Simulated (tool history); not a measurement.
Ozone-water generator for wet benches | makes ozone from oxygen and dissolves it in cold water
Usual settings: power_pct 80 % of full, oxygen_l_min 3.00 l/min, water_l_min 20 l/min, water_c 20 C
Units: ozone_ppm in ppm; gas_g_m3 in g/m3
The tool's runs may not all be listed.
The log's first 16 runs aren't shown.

run    hour  power_pct  oxygen_l_min  water_l_min  water_c  hours of work since the electrodes were changed  hours of work since the contactor was cleaned  hours of work since the thermometer was calibrated  ozone_ppm  gas_g_m3
 17   774.7         80          3.00           20       24                                             1747                                           5648                                                2892       19.0     290.2
 18   831.4         80          2.33           20       22                                             1797                                           5698                                                2943       18.1     311.3
 19   865.3         80          2.33           20       22                                             1828                                           5729                                                2973       17.9     312.0
 20   926.5         80          2.33           20       22                                             1882                                           5783                                                3028       17.8     314.8
 21   973.1         96          2.33           21       19                                             1924                                           5825                                                3069       19.7     354.8
      982.5  -- contactor cleaned
 22  1025.4         41          4.96           20       27                                             1967                                             38                                                3112       13.0     160.2
 23  1070.2         80          4.27           20       20                                             2007                                             78                                                3152       20.9     252.7
 24  1100.6         46          4.64           22       14                                             2034                                            105                                                3179       14.8     174.4
     1153.6  -- contactor cleaned, once more
 25  1158.5         69          4.64           22       26                                             2082                                              4                                                3227       18.5     225.4
 26  1215.7        100          3.00           20       20                                             2133                                             55                                                3278       24.5     327.2
 27  1276.4         59          2.39           20       24                                             2187                                            109                                                3332       15.6     255.5
 28  1321.9         59          2.39           20       24                                             2227                                            150                                                3372       15.6     255.2
 29  1384.9         80          2.05           20       24                                             2283                                            206                                                3429       17.6     325.4
 30  1427.8         80          2.05           20       24                                             2321                                            244                                                3467       18.1     323.6
 31  1480.1         96          4.99           15       13                                             2368                                            291                                                3513       38.2     268.2
 32  1516.6         96          4.58           15       13                                             2400                                            323                                                3546       37.5     276.8
 33  1551.6         70          2.65           15       13                                             2432                                            354                                                3577       26.4     273.3
 34  1583.6         59          2.65           26       13                                             2460                                            383                                                3605       13.3     243.1

Forecast each of these 3 alternatives for the next run:
  A  1612.4         59          2.07           26       13                                             2486                                            408                                                3631          ?         ?
  B  1612.4         43          3.00           20       20                                             2486                                            408                                                3631          ?         ?
  C  1612.4         80          1.70           25       17                                             2486                                            408                                                3631          ?         ?

run  ozone_ppm  gas_g_m3
  A       11.8     269.1
  B       14.2     194.4
  C       13.4     345.3
Without the tool's hidden state the same runs would have given:
run  ozone_ppm  gas_g_m3
  A       12.5     283.6
  B       14.8     202.5
  C       14.4     368.2
